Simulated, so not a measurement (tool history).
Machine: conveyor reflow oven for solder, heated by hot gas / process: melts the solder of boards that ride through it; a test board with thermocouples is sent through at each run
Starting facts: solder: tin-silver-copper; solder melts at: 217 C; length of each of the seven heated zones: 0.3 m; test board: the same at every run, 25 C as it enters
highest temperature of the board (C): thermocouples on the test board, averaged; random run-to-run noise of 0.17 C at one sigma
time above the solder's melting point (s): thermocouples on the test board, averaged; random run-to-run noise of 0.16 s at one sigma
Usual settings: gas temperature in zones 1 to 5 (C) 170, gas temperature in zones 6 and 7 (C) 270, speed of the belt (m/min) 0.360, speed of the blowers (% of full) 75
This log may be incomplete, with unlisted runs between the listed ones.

run,hour,gas temperature in zones 1 to 5 (C),gas temperature in zones 6 and 7 (C),speed of the belt (m/min),speed of the blowers (% of full),highest temperature of the board (C),time above the solder's melting point (s)
1,0.0,170,270,0.360,75,258.9,80.7
2,41.1,159,270,0.360,75,257.9,75.6
3,99.3,170,270,0.360,61,255.8,76.9
4,155.7,170,270,0.360,61,255.8,76.9
5,224.9,170,270,0.360,61,255.5,76.7
6,303.5,170,270,0.360,61,255.4,77.2
7,385.2,170,270,0.360,61,255.5,76.9
# hour 406.8: flux residue cleaned out of gas plates and filters
8,437.9,170,270,0.360,61,255.6,77.0
9,481.2,170,270,0.360,75,259.5,80.5
10,539.8,170,270,0.360,75,259.4,80.9
11,597.0,170,270,0.360,75,259.2,80.8
12,675.7,157,260,0.360,75,248.3,67.0
13,716.3,157,260,0.399,75,245.7,56.2
14,756.4,157,260,0.399,75,245.5,56.2
15,802.1,157,277,0.399,66,258.2,65.9
16,837.4,157,277,0.399,66,258.2,65.9
# hour 890.3: thermocouples of zones 6 and 7 changed
17,909.2,157,284,0.299,66,273.9,103.6
# hour 975.5: flux residue cleaned out of gas plates and filters
18,975.5,157,284,0.299,66,274.2,103.3
19,1017.9,174,260,0.360,75,250.6,76.1
# hour 1075.2: belt drive overhauled, speed set with a stopwatch
20,1096.8,174,274,0.374,75,262.3,80.9
21,1177.4,174,269,0.291,75,262.9,107.0

Below are 4 alternative next runs, each starting from the tool's condition after run 21. Predict each:
A,1211.4,170,262,0.320,53,?,?
B,1211.4,156,270,0.420,75,?,?
C,1211.4,163,275,0.329,75,?,?
D,1211.4,177,270,0.360,82,?,?

run,highest temperature of the board (C),time above the solder's melting point (s)
A,249.3,80.7
B,253.0,58.7
C,265.2,90.6
D,261.3,85.3
Without the tool's hidden state the same runs would have given:
run,highest temperature of the board (C),time above the solder's melting point (s)
A,249.3,80.7
B,253.1,58.7
C,265.2,90.6
D,261.3,85.4
